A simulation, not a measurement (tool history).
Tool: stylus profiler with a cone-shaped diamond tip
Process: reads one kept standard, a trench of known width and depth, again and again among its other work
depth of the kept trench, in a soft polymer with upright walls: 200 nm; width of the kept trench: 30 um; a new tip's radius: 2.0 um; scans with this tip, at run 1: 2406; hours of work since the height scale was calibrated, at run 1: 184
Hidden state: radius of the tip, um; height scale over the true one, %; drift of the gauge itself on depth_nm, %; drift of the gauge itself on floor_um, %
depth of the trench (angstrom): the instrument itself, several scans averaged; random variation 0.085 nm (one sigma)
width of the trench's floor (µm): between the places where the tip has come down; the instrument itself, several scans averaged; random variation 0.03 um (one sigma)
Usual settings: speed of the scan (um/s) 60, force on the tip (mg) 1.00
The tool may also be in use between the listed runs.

run,day,speed of the scan (um/s),force on the tip (mg),scans with this tip,hours of work since the height scale was calibrated,depth of the trench (angstrom),width of the trench's floor (µm)
1,0.000,60,1.00,2406,184,2017.4,27.82
2,0.721,60,1.00,2535,194,2015.9,27.87
3,1.192,60,0.33,2620,201,2007.8,27.65
4,1.917,60,0.33,2750,211,2007.3,27.61
5,2.512,60,0.33,2857,219,2008.5,27.62
6,3.062,60,1.00,2956,226,2016.7,27.81
7,3.471,60,1.00,3029,232,2016.3,27.81
8,4.196,60,1.00,3159,242,2016.5,27.80
9,4.867,60,0.37,3279,251,2008.5,27.64
10,5.292,60,0.37,3356,257,2009.3,27.60
11,5.692,60,0.37,3428,262,2008.0,27.62
12,6.346,60,0.37,3545,271,2007.8,27.64
13,6.788,60,0.37,3625,277,2007.3,27.63
14,7.267,60,0.37,3711,284,2007.8,27.61
15,7.708,60,0.37,3790,290,2008.3,27.60
16,8.375,18,1.00,3909,299,2015.3,27.97
17,8.754,60,1.00,3978,304,2017.2,27.80
18,9.238,102,1.00,4064,311,2016.7,27.58
19,9.633,102,1.00,4135,317,2015.8,27.53
20,10.125,102,1.00,4223,323,2017.6,27.54
21,10.446,102,1.00,4281,328,2014.8,27.55
22,11.121,102,1.00,4403,337,2017.8,27.60
23,11.729,102,1.00,4511,345,2017.2,27.51
24,12.317,102,1.00,4617,353,2016.9,27.58
25,12.717,19,1.10,4689,359,2017.2,27.92
26,13.271,125,0.40,4788,367,2008.4,27.17
27,13.912,125,2.53,4903,375,2031.6,27.64
28,14.429,125,2.53,4997,382,2030.6,27.61
29,14.771,60,2.81,5057,387,2032.8,27.81
30,15.333,136,0.50,5159,395,2009.4,27.16
31,15.838,16,1.11,5249,402,2017.0,27.94
32,16.358,16,1.11,5343,409,2017.4,27.92
33,17.079,167,2.70,5472,419,2031.1,27.52
34,17.704,52,0.99,5584,427,2015.4,27.75
35,18.179,16,2.40,5669,434,2029.5,27.87
36,18.842,16,2.40,5788,443,2028.8,27.89
37,19.300,16,2.40,5870,449,2028.9,27.86
38,19.829,23,1.20,5966,457,2017.6,27.85
39,20.271,183,1.05,6045,463,2016.3,27.19
40,20.712,68,0.79,6124,469,2012.6,27.58
41,21.254,125,2.34,6221,476,2029.7,27.55
42,21.708,60,2.19,6303,483,2027.4,27.73
43,22.379,62,2.10,6423,492,2027.5,27.73
44,22.708,85,1.00,6483,496,2016.3,27.56
45,23.329,52,2.60,6594,505,2030.1,27.76
46,24.004,20,0.88,6715,514,2014.6,27.83
47,24.338,35,0.69,6775,519,2012.4,27.67

Forecast each of these 3 alternatives for the next run:
A,25.046,35,0.37,6902,528,?,?
B,25.046,32,0.87,6902,528,?,?
C,25.046,60,2.72,6902,528,?,?

run,depth of the trench (angstrom),width of the trench's floor (µm)
A,2007.4,27.63
B,2013.3,27.79
C,2032.3,27.73
Without the tool's hidden state the same runs would have given:
run,depth of the trench (angstrom),width of the trench's floor (µm)
A,2009.4,27.99
B,2015.3,28.15
C,2034.3,28.09
